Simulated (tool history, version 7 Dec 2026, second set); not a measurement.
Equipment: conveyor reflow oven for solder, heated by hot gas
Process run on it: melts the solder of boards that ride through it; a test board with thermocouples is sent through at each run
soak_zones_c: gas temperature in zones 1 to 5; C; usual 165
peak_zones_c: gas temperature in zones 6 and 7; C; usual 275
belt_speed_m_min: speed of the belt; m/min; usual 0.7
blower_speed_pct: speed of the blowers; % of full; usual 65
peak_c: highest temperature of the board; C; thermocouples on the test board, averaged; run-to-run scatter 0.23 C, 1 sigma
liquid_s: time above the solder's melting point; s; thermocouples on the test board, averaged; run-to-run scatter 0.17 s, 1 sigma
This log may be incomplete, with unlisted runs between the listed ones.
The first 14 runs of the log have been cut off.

run     day  soak_zones_c  peak_zones_c  belt_speed_m_min  blower_speed_pct  peak_c  liquid_s
     28.925  -- thermocouples of zones 6 and 7 changed
 15  28.925           165           275               0.7                65   253.7      48.9
 16  30.421           178           264             0.746                78   247.8      46.1
 17  32.825           178           264             0.746                78   247.4      46.2
 18  35.354           163           275               0.7                58   250.2      45.5
 19   37.65           158           267             0.705                58   241.9      37.4
 20  39.846           158           267             0.705                58   241.5      36.8
 21  42.433           165           283             0.567                83   270.8      73.4
 22  44.742           165           283             0.567                83   271.1      73.3

Run 23 has not been measured yet. What should we expect?
 23  47.438           165           283             0.622                65       ?         ?

Run 23 gave peak_c 263.8 C, liquid_s 62.5 s.
With no hidden state in the tool, this same run would have given peak_c 266.2 C, liquid_s 63.8 s.

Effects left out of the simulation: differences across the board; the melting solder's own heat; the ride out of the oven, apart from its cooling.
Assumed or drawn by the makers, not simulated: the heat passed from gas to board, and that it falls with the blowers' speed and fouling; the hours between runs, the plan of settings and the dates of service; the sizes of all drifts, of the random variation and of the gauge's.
